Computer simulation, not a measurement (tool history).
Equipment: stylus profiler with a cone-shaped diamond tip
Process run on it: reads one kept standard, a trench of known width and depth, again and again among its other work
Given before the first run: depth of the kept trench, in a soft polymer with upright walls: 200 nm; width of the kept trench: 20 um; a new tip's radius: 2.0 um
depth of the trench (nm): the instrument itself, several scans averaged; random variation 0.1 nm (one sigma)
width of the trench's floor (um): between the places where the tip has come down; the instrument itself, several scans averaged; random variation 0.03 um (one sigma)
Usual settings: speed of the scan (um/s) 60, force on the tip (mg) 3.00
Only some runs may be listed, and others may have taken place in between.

| run | hour | speed of the scan (um/s) | force on the tip (mg) | depth of the trench (nm) | width of the trench's floor (um) |
|---|---|---|---|---|---|
| 1 | 0.0 | 60 | 3.00 | 202.96 | 17.78 |
| 2 | 64.2 | 139 | 3.00 | 202.84 | 17.59 |
| 3 | 192.3 | 139 | 3.00 | 202.66 | 17.53 |
| 4 | 259.3 | 139 | 3.00 | 202.68 | 17.46 |
| 5 | 373.9 | 139 | 3.00 | 202.71 | 17.43 |
| 6 | 471.1 | 238 | 3.00 | 202.40 | 17.26 |
| 7 | 596.0 | 60 | 3.00 | 202.39 | 17.63 |
| 8 | 693.4 | 60 | 3.00 | 202.50 | 17.50 |
|  | 700.2 | height scale calibrated on a step standard |
| 9 | 765.3 | 89 | 3.00 | 203.83 | 17.47 |
| 10 | 877.6 | 60 | 3.00 | 203.66 | 17.55 |
| 11 | 963.1 | 60 | 3.00 | 203.66 | 17.51 |
| 12 | 1091.4 | 60 | 3.00 | 203.53 | 17.50 |
| 13 | 1159.8 | 60 | 1.26 | 201.92 | 17.41 |
| 14 | 1282.9 | 60 | 1.26 | 201.79 | 17.38 |
| 15 | 1380.0 | 60 | 1.26 | 201.64 | 17.38 |
| 16 | 1513.6 | 76 | 2.25 | 202.56 | 17.34 |
| 17 | 1622.8 | 29 | 1.41 | 201.65 | 17.44 |
| 18 | 1695.8 | 70 | 3.71 | 203.65 | 17.37 |
| 19 | 1786.1 | 70 | 3.71 | 203.60 | 17.36 |
| 20 | 1853.0 | 70 | 3.71 | 203.67 | 17.37 |
| 21 | 1981.2 | 57 | 1.37 | 201.31 | 17.35 |
| 22 | 2063.3 | 66 | 5.10 | 204.37 | 17.33 |
| 23 | 2150.8 | 66 | 5.10 | 204.34 | 17.36 |
| 24 | 2284.0 | 21 | 7.34 | 205.96 | 17.39 |
| 25 | 2386.6 | 93 | 3.00 | 202.55 | 17.16 |
| 26 | 2497.5 | 182 | 1.63 | 201.14 | 16.82 |
|  | 2547.2 | new tip fitted, height scale calibrated |
| 27 | 2629.5 | 34 | 1.46 | 202.23 | 18.15 |
| 28 | 2767.8 | 232 | 5.06 | 205.25 | 17.79 |
| 29 | 2885.6 | 232 | 5.06 | 205.04 | 17.72 |
| 30 | 3023.4 | 83 | 6.54 | 206.03 | 18.01 |

4 options for the next run, each taken on its own from the tool as it stands now. Forecast them:
| A | 3162.5 | 140 | 3.03 | ? | ? |
| B | 3162.5 | 103 | 2.18 | ? | ? |
| C | 3162.5 | 60 | 7.35 | ? | ? |
| D | 3162.5 | 112 | 1.13 | ? | ? |

| run | depth of the trench (nm) | width of the trench's floor (um) |
|---|---|---|
| A | 203.42 | 17.77 |
| B | 202.66 | 17.80 |
| C | 206.24 | 17.95 |
| D | 201.71 | 17.64 |
The same runs, with their run-to-run variation unchanged, on a tool lacking any hidden condition would have given:
| run | depth of the trench (nm) | width of the trench's floor (um) |
|---|---|---|
| A | 203.83 | 17.97 |
| B | 203.07 | 18.00 |
| C | 206.66 | 18.15 |
| D | 202.12 | 17.84 |

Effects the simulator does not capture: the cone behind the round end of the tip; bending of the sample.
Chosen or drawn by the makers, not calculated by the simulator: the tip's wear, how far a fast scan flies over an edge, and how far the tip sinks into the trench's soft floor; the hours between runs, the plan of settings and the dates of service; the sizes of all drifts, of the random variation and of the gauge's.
